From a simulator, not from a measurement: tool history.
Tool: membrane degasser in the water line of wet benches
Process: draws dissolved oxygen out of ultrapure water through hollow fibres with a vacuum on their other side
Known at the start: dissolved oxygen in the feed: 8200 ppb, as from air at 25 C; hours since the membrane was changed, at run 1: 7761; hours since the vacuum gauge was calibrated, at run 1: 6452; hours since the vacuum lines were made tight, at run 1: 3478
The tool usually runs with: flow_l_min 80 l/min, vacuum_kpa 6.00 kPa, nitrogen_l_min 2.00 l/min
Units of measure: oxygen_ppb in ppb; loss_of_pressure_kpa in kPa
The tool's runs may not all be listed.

run      day  flow_l_min  vacuum_kpa  nitrogen_l_min  hours since the membrane was changed  hours since the vacuum gauge was calibrated  hours since the vacuum lines were made tight  oxygen_ppb  loss_of_pressure_kpa
  1    0.000          80        6.00            2.00                                  7761                                         6452                                          3478       567.9                 29.90
  2    9.092          80        6.00            5.24                                  7980                                         6671                                          3696       441.5                 29.74
  3   17.446          80        6.00            5.24                                  8180                                         6871                                          3896       453.2                 29.93
  4   24.800          80        6.00            5.24                                  8357                                         7048                                          4073       456.2                 30.06
  5   33.212          80        6.00            5.24                                  8559                                         7249                                          4275       456.4                 30.18
  6   39.883          80        6.00            5.24                                  8719                                         7410                                          4435       462.4                 30.00
  7   49.288          69        6.00            2.00                                  8944                                         7635                                          4661       449.8                 25.71
  8   56.667          80        6.00            4.49                                  9121                                         7812                                          4838       475.3                 29.80
  9   65.712          80        6.00            2.00                                  9339                                         8029                                          5055       587.8                 29.80
 10   74.188          80        6.00            2.00                                  9542                                         8233                                          5258       582.7                 29.74
 11   79.942          80        6.00            2.00                                  9680                                         8371                                          5396       589.5                 30.15
      82.325  -- vacuum gauge calibrated
 12   84.350          80        6.00            2.00                                  9785                                           49                                          5502       559.9                 30.11
 13   89.054          80        6.00            2.00                                  9898                                          161                                          5615       554.6                 30.17
 14   98.350          80        6.00            2.00                                 10121                                          385                                          5838       565.8                 30.16
 15  102.733          80        6.00            2.00                                 10227                                          490                                          5943       568.3                 30.22
 16  107.054          80        6.00            2.00                                 10330                                          593                                          6046       563.3                 29.87
 17  112.025          80        6.00            2.00                                 10450                                          713                                          6166       569.4                 30.04
 18  119.162          99        3.90            2.33                                 10621                                          884                                          6337       659.2                 37.17
 19  124.096          99        3.90            2.33                                 10739                                         1002                                          6456       653.5                 37.17
 20  130.417          99        3.90            2.33                                 10891                                         1154                                          6607       653.9                 37.48
 21  137.346          99        3.90            2.33                                 11057                                         1321                                          6774       660.3                 37.18
 22  146.692          99        3.90            2.33                                 11282                                         1545                                          6998       650.7                 37.54
 23  156.550          60        7.92            2.91                                 11518                                         1781                                          7234       364.8                 22.49
 24  161.608          80        9.36            5.89                                 11640                                         1903                                          7356       537.1                 30.23
 25  166.175          80        9.36            5.89                                 11749                                         2012                                          7465       544.7                 29.98
 26  174.667          80       11.85            2.00                                 11953                                         2216                                          7669       971.1                 30.37
 27  178.817         119        8.66            1.35                                 12053                                         2316                                          7769      1472.2                 44.96
 28  186.750         119        8.66            1.35                                 12243                                         2506                                          7959      1487.3                 44.96
 29  195.400          49        8.66            4.01                                 12451                                         2714                                          8167       229.7                 18.66
 30  203.896          82        6.39            1.03                                 12654                                         2918                                          8371       792.7                 30.86
 31  213.429          82        6.39            1.03                                 12883                                         3147                                          8600       778.9                 31.11
 32  220.129          82        6.39            1.03                                 13044                                         3307                                          8760       784.0                 30.86
 33  224.138          64        6.00            2.00                                 13140                                         3403                                          8857       383.8                 24.17

Each run again, without the hidden state but with its own random variation kept:
Hidden state present: membrane still open, %; true pressure behind the membrane over the reading, kPa; air that leaks in behind the membrane, l/min; drift of the gauge itself on oxygen_ppb, %; drift of the gauge itself on loss_of_pressure_kpa, %.
run  oxygen_ppb  loss_of_pressure_kpa
  1       525.5                 29.24
  2       408.5                 29.06
  3       418.4                 29.22
  4       420.4                 29.34
  5       419.6                 29.44
  6       424.4                 29.25
  7       407.1                 25.05
  8       434.1                 29.01
  9       534.4                 28.99
 10       528.5                 28.91
 11       533.8                 29.31
 12       528.2                 29.26
 13       522.6                 29.30
 14       531.9                 29.27
 15       533.5                 29.33
 16       528.2                 28.97
 17       533.2                 29.12
 18       607.0                 36.02
 19       600.9                 36.01
 20       600.1                 36.30
 21       604.8                 35.98
 22       594.5                 36.32
 23       340.6                 21.73
 24       497.6                 29.21
 25       504.2                 28.95
 26       928.9                 29.32
 27      1401.8                 43.38
 28      1414.5                 43.35
 29       212.8                 17.98
 30       735.7                 29.72
 31       721.1                 29.94
 32       724.7                 29.68
 33       346.1                 23.23

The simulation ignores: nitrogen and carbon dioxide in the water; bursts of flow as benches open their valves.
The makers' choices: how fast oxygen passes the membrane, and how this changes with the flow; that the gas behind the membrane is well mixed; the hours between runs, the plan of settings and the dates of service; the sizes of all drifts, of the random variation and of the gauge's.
